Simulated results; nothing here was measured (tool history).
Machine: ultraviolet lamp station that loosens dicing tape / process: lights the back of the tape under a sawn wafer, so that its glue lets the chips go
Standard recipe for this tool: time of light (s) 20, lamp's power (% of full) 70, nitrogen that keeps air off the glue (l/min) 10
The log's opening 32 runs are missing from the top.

run	hour	time of light (s)	lamp's power (% of full)	nitrogen that keeps air off the glue (l/min)	hours of work of the lamp	hours of work since the window was cleaned	force that peels the tape off (N)	light that reached the tape (mJ/cm2)
33	1646.3	20	78	13	766	180	0.245	450
34	1690.2	12	89	10	785	198	0.792	311
35	1745.7	20	96	10	808	221	0.157	557
36	1789.4	17	68	6	826	240	0.927	340
37	1842.1	11	69	16	848	262	1.417	221
38	1889.8	20	70	11	868	282	0.367	407
39	1949.9	20	70	11	893	307	0.379	407
40	2017.1	19	80	9	921	335	0.340	438
41	2086.6	19	97	9	950	364	0.202	535
42	2127.6	19	97	9	967	381	0.180	537
43	2195.4	23	95	10	996	409	0.117	635

Here are 4 independent what-if runs from the current tool condition. What would each one return?
A	2224.6	23	94	10	1008	422	?	?
B	2224.6	21	60	8	1008	422	?	?
C	2224.6	23	98	15	1008	422	?	?
D	2224.6	15	62	10	1008	422	?	?

run	force that peels the tape off (N)	light that reached the tape (mJ/cm2)
A	0.113	630
B	0.609	366
C	0.088	656
D	1.108	271
Had the tool no hidden state, the same runs would have come out as:
run	force that peels the tape off (N)	light that reached the tape (mJ/cm2)
A	0.112	632
B	0.606	367
C	0.087	658
D	1.102	272

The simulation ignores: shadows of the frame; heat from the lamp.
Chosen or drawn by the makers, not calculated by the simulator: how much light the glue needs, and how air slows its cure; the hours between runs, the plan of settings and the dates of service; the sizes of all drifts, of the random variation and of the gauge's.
